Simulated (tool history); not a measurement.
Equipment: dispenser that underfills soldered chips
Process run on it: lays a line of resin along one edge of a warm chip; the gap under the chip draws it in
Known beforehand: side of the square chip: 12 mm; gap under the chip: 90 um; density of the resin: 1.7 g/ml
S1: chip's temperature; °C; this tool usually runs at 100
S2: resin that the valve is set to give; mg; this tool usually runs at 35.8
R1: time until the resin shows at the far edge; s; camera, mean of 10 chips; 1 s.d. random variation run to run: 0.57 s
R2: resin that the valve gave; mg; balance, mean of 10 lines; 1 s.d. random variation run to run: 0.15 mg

run 1 hour=0 | S1=100 S2=35.8 | R1=51.3 R2=34.55
run 2 hour=8 | S1=100 S2=35.8 | R1=63.1 R2=34.41
run 3 hour=15.7 | S1=100 S2=35.8 | R1=77.1 R2=33.93
-- hour=17.4 new syringe of resin
run 4 hour=20.5 | S1=100 S2=35.8 | R1=55.3 R2=34.03
run 5 hour=27.2 | S1=100 S2=35.8 | R1=67 R2=33.94
-- hour=34.9 new syringe of resin
run 6 hour=36.6 | S1=91 S2=35.8 | R1=79.7 R2=33.56
run 7 hour=45 | S1=91 S2=39.7 | R1=99.1 R2=37.12
run 8 hour=51 | S1=100 S2=37.6 | R1=79.4 R2=34.93
-- hour=52.7 new syringe of resin
run 9 hour=57.4 | S1=100 S2=35.8 | R1=57.6 R2=33.04
run 10 hour=62.8 | S1=100 S2=35.8 | R1=65.8 R2=33.41
-- hour=69.9 new syringe of resin
run 11 hour=69.9 | S1=100 S2=35.8 | R1=52.1 R2=32.99
run 12 hour=78.7 | S1=100 S2=35.8 | R1=66.9 R2=32.68
run 13 hour=85.4 | S1=100 S2=35.8 | R1=79.1 R2=32.62
-- hour=87.2 new syringe of resin
run 14 hour=95.1 | S1=85 S2=35.8 | R1=120.6 R2=32.21
run 15 hour=102.2 | S1=100 S2=39.1 | R1=76.5 R2=34.87
-- hour=105.1 new syringe of resin
run 16 hour=109.8 | S1=100 S2=39.1 | R1=59.1 R2=35.11
run 17 hour=116.1 | S1=100 S2=39.1 | R1=69.8 R2=34.82
-- hour=122.6 new syringe of resin
run 18 hour=125.9 | S1=88 S2=35.8 | R1=96 R2=31.63
run 19 hour=133.3 | S1=88 S2=35.8 | R1=117.9 R2=31.52
-- hour=139.9 new syringe of resin
run 20 hour=140.7 | S1=94 S2=38.8 | R1=67.7 R2=33.98
run 21 hour=146.6 | S1=85 S2=41.8 | R1=115.5 R2=36.48
run 22 hour=154 | S1=85 S2=41.8 | R1=139.4 R2=36.19
-- hour=157 new syringe of resin
run 23 hour=161.9 | S1=85 S2=41.8 | R1=112.5 R2=35.93
-- hour=167.4 dispensing valve cleaned and set on the balance
run 24 hour=167.5 | S1=85 S2=41.8 | R1=125.8 R2=42.02
-- hour=175.4 new syringe of resin
run 25 hour=177.9 | S1=85 S2=41.8 | R1=105.4 R2=41.77
run 26 hour=186.1 | S1=100 S2=42.5 | R1=66.4 R2=42.24
-- hour=193.4 new syringe of resin
run 27 hour=194.8 | S1=92 S2=42.8 | R1=75.2 R2=42.01
run 28 hour=199.5 | S1=94 S2=35.5 | R1=78.1 R2=34.53
run 29 hour=207.5 | S1=85 S2=35.8 | R1=146.6 R2=35.09
-- hour=210.9 new syringe of resin
run 30 hour=212.9 | S1=106 S2=35.8 | R1=43.4 R2=34.94
run 31 hour=222.1 | S1=87 S2=41.2 | R1=120.7 R2=40.04
run 32 hour=227.5 | S1=89 S2=45.1 | R1=125.2 R2=43.79
-- hour=228.8 new syringe of resin
run 33 hour=232.3 | S1=92 S2=35 | R1=83.3 R2=33.47
run 34 hour=237.5 | S1=100 S2=33.7 | R1=68.1 R2=32.28
-- hour=246.4 new syringe of resin
run 35 hour=247.6 | S1=100 S2=33.7 | R1=56.2 R2=32.08

5 options for the next run, each taken on its own from the tool as it stands now. Forecast them:
run A hour=255.9 | S1=103 S2=35.8 | R1=? R2=?
run B hour=255.9 | S1=108 S2=33.7 | R1=? R2=?
run C hour=255.9 | S1=113 S2=40.6 | R1=? R2=?
run D hour=255.9 | S1=100 S2=33.3 | R1=? R2=?
run E hour=255.9 | S1=100 S2=40.6 | R1=? R2=?

run=A R1=61.6 R2=34.07
run=B R1=49.5 R2=32.09
run=C R1=39.9 R2=38.6
run=D R1=70.1 R2=31.61
run=E R1=67.1 R2=38.69
Without the tool's unlogged condition, the same runs would have read:
run=A R1=43.1 R2=35.91
run=B R1=34.6 R2=33.83
run=C R1=28.3 R2=40.68
run=D R1=48.7 R2=33.32
run=E R1=47.1 R2=40.79
